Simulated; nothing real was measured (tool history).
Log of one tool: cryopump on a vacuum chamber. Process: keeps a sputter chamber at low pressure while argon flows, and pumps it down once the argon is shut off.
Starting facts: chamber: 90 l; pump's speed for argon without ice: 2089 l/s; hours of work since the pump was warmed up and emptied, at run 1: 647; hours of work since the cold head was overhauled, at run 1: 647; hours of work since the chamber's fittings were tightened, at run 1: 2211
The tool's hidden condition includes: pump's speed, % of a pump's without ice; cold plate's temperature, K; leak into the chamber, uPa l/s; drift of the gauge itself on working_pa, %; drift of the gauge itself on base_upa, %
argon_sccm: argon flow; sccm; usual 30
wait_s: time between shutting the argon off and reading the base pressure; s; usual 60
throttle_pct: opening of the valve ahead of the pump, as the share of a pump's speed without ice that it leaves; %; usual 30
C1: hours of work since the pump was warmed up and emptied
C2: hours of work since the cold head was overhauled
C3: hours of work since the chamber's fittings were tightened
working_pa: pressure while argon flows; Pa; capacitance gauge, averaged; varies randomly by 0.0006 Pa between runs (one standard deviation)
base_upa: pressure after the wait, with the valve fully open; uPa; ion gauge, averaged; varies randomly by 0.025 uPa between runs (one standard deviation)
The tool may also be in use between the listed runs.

Run 1, hour 0: usual settings; C1 647; C2 647; C3 2211. Result: working_pa 0.0867 Pa, base_upa 1.85 uPa.
At hour 8.1: pump warmed up, emptied and cooled again.
Run 2, hour 26.3: usual settings; C1 15; C2 665; C3 2229. Result: working_pa 0.0815 Pa, base_upa 1.6 uPa.
Run 3, hour 36.7: usual settings but wait_s 159 s; C1 24; C2 674; C3 2238. Result: working_pa 0.0823 Pa, base_upa 1.04 uPa.
Run 4, hour 56.9: usual settings but wait_s 159 s; C1 41; C2 690; C3 2255. Result: working_pa 0.0822 Pa, base_upa 1.06 uPa.
Run 5, hour 77.8: usual settings but wait_s 159 s; C1 58; C2 708; C3 2272. Result: working_pa 0.0819 Pa, base_upa 1.09 uPa.
Run 6, hour 93.1: usual settings but wait_s 159 s; C1 71; C2 721; C3 2285. Result: working_pa 0.0811 Pa, base_upa 1.14 uPa.
Run 7, hour 107: usual settings but throttle_pct 34 %; C1 83; C2 733; C3 2297. Result: working_pa 0.0717 Pa, base_upa 1.64 uPa.
Run 8, hour 122.6: usual settings but throttle_pct 34 %; C1 96; C2 746; C3 2310. Result: working_pa 0.0726 Pa, base_upa 1.65 uPa.
Run 9, hour 134: usual settings but throttle_pct 34 %; C1 106; C2 755; C3 2319. Result: working_pa 0.0723 Pa, base_upa 1.63 uPa.
Run 10, hour 144.5: usual settings but throttle_pct 34 %; C1 114; C2 764; C3 2328. Result: working_pa 0.073 Pa, base_upa 1.65 uPa.
Run 11, hour 154.4: usual settings but throttle_pct 34 %; C1 123; C2 772; C3 2337. Result: working_pa 0.073 Pa, base_upa 1.66 uPa.
Run 12, hour 166.2: usual settings but throttle_pct 34 %; C1 133; C2 782; C3 2347. Result: working_pa 0.0729 Pa, base_upa 1.68 uPa.
Run 13, hour 179.2: usual settings but argon_sccm 48 sccm; C1 144; C2 793; C3 2357. Result: working_pa 0.1319 Pa, base_upa 1.68 uPa.
Run 14, hour 199: usual settings but argon_sccm 48 sccm; C1 160; C2 810; C3 2374. Result: working_pa 0.1322 Pa, base_upa 1.63 uPa.
Run 15, hour 221.5: usual settings but argon_sccm 48 sccm; C1 179; C2 829; C3 2393. Result: working_pa 0.1323 Pa, base_upa 1.7 uPa.
Run 16, hour 238.1: usual settings but argon_sccm 13 sccm, wait_s 124 s, throttle_pct 24 %; C1 193; C2 843; C3 2407. Result: working_pa 0.0442 Pa, base_upa 1.2 uPa.
Run 17, hour 257: usual settings but argon_sccm 13 sccm, wait_s 124 s, throttle_pct 24 %; C1 209; C2 858; C3 2423. Result: working_pa 0.0442 Pa, base_upa 1.27 uPa.
Run 18, hour 279.2: usual settings but argon_sccm 54 sccm, throttle_pct 29 %; C1 228; C2 877; C3 2441. Result: working_pa 0.1557 Pa, base_upa 1.66 uPa.
Run 19, hour 290: usual settings but argon_sccm 38 sccm, wait_s 42 s, throttle_pct 35 %; C1 237; C2 886; C3 2450. Result: working_pa 0.0907 Pa, base_upa 2 uPa.
Run 20, hour 307.9: usual settings but argon_sccm 38 sccm, wait_s 42 s, throttle_pct 35 %; C1 252; C2 901; C3 2466. Result: working_pa 0.0906 Pa, base_upa 2.01 uPa.
Run 21, hour 321.3: usual settings but argon_sccm 38 sccm, wait_s 42 s, throttle_pct 35 %; C1 263; C2 912; C3 2477. Result: working_pa 0.0921 Pa, base_upa 2.07 uPa.
Run 22, hour 338.1: usual settings but argon_sccm 37 sccm, wait_s 42 s, throttle_pct 47 %; C1 277; C2 927; C3 2491. Result: working_pa 0.0674 Pa, base_upa 2.07 uPa.
Run 23, hour 351.8: usual settings but argon_sccm 33 sccm, wait_s 22 s, throttle_pct 15 %; C1 289; C2 938; C3 2502. Result: working_pa 0.1797 Pa, base_upa 3.07 uPa.
Run 24, hour 367.6: usual settings but argon_sccm 33 sccm, wait_s 22 s, throttle_pct 15 %; C1 302; C2 951; C3 2516. Result: working_pa 0.1808 Pa, base_upa 3.27 uPa.
Run 25, hour 386.2: usual settings but argon_sccm 55 sccm, wait_s 161 s, throttle_pct 55 %; C1 317; C2 967; C3 2531. Result: working_pa 0.0867 Pa, base_upa 1.26 uPa.
Run 26, hour 407.7: usual settings but argon_sccm 18 sccm, wait_s 28 s, throttle_pct 55 %; C1 335; C2 985; C3 2549. Result: working_pa 0.0285 Pa, base_upa 2.82 uPa.
Run 27, hour 422.2: usual settings but argon_sccm 17 sccm, wait_s 28 s, throttle_pct 55 %; C1 348; C2 997; C3 2562. Result: working_pa 0.0267 Pa, base_upa 2.67 uPa.
Run 28, hour 432.5: usual settings but wait_s 92 s, throttle_pct 50 %; C1 356; C2 1006; C3 2570. Result: working_pa 0.0519 Pa, base_upa 1.53 uPa.
Run 29, hour 444.3: usual settings but argon_sccm 45 sccm, wait_s 144 s; C1 366; C2 1016; C3 2580. Result: working_pa 0.1284 Pa, base_upa 1.35 uPa.
Run 30, hour 458.9: usual settings but argon_sccm 56 sccm, wait_s 294 s; C1 378; C2 1028; C3 2592. Result: working_pa 0.1583 Pa, base_upa 1.12 uPa.

Forecast each of these 4 alternatives for the next run:
Run A, hour 473.5: usual settings but argon_sccm 36 sccm, wait_s 69 s, throttle_pct 23 %; C1 391; C2 1040; C3 2605. Result: working_pa ?, base_upa ?.
Run B, hour 473.5: usual settings but argon_sccm 35 sccm; C1 391; C2 1040; C3 2605. Result: working_pa ?, base_upa ?.
Run C, hour 473.5: usual settings but argon_sccm 56 sccm, wait_s 49 s, throttle_pct 57 %; C1 391; C2 1040; C3 2605. Result: working_pa ?, base_upa ?.
Run D, hour 473.5: usual settings but argon_sccm 56 sccm, wait_s 28 s, throttle_pct 23 %; C1 391; C2 1040; C3 2605. Result: working_pa ?, base_upa ?.

run  working_pa  base_upa
  A      0.1319       1.7
  B       0.099      1.77
  C      0.0876      2.01
  D      0.2056      2.73
The same runs, with their run-to-run variation unchanged, on a tool lacking any hidden condition would have given:
run  working_pa  base_upa
  A       0.127      0.85
  B      0.0942      0.93
  C      0.0799      1.15
  D      0.1979      1.87

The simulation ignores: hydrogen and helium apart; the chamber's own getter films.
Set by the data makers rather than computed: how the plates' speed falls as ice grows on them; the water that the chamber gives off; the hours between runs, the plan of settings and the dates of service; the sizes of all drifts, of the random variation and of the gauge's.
